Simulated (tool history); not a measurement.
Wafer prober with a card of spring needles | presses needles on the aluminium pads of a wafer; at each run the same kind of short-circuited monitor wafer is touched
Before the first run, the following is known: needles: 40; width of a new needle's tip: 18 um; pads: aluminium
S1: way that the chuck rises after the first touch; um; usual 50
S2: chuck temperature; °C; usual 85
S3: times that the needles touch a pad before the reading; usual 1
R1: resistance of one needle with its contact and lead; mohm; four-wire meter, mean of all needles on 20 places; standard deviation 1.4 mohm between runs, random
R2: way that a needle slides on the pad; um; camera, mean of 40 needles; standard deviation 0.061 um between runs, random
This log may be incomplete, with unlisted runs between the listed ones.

| run | hour | S1 | S2 | S3 | R1 | R2 |
|---|---|---|---|---|---|---|
| 1 | 0 | 50 | 85 | 1 | 119 | 8.75 |
| 2 | 4.6 | 50 | 85 | 1 | 118 | 8.71 |
|  | 7.9 | tips cleaned on abrasive film |
| 3 | 11.7 | 50 | 85 | 1 | 118 | 8.73 |
| 4 | 16 | 49 | 85 | 1 | 119 | 8.44 |
|  | 17.8 | tips cleaned on abrasive film |
| 5 | 23.2 | 49 | 85 | 1 | 119 | 8.63 |
|  | 27.5 | tips cleaned on abrasive film |
| 6 | 28.8 | 49 | 85 | 1 | 118 | 8.64 |
| 7 | 36.7 | 49 | 85 | 1 | 120 | 8.7 |
|  | 37.5 | tips cleaned on abrasive film |
| 8 | 44.3 | 49 | 64 | 1 | 115 | 8.61 |
|  | 47.6 | tips cleaned on abrasive film |
| 9 | 49.2 | 49 | 64 | 1 | 116 | 8.64 |
|  | 57.9 | tips cleaned on abrasive film |
| 10 | 58.9 | 33 | 74 | 2 | 130 | 5.74 |
| 11 | 63.2 | 50 | 90 | 2 | 120 | 8.63 |
|  | 67.4 | tips cleaned on abrasive film |
| 12 | 70.3 | 50 | 90 | 2 | 118 | 8.8 |
|  | 77.2 | tips cleaned on abrasive film |
| 13 | 77.2 | 50 | 90 | 2 | 120 | 8.8 |
| 14 | 85.8 | 59 | 83 | 2 | 115 | 10.38 |
|  | 86.8 | tips cleaned on abrasive film |
| 15 | 94.5 | 59 | 83 | 2 | 115 | 10.33 |
|  | 96.2 | tips cleaned on abrasive film |
| 16 | 102.7 | 59 | 83 | 2 | 114 | 10.27 |
|  | 106.3 | tips cleaned on abrasive film |
| 17 | 109.2 | 39 | 85 | 1 | 124 | 6.77 |
| 18 | 114.4 | 39 | 85 | 2 | 124 | 6.9 |

Alternative continuations, all from the tool just after run 18; predict every row:
|  | 116 | tips cleaned on abrasive film |
| A | 119.2 | 56 | 100 | 2 | ? | ? |
|  | 116 | tips cleaned on abrasive film |
| B | 119.2 | 34 | 82 | 1 | ? | ? |
|  | 116 | tips cleaned on abrasive film |
| C | 119.2 | 46 | 85 | 1 | ? | ? |
|  | 116 | tips cleaned on abrasive film |
| D | 119.2 | 55 | 85 | 1 | ? | ? |
|  | 116 | tips cleaned on abrasive film |
| E | 119.2 | 49 | 52 | 2 | ? | ? |

| run | R1 | R2 |
|---|---|---|
| A | 116 | 9.7 |
| B | 126 | 5.86 |
| C | 120 | 8.14 |
| D | 116 | 9.7 |
| E | 114 | 8.6 |
Without the tool's unlogged condition, the same runs would have read:
| run | R1 | R2 |
|---|---|---|
| A | 116 | 9.7 |
| B | 126 | 5.86 |
| C | 119 | 8.14 |
| D | 116 | 9.7 |
| E | 114 | 8.6 |
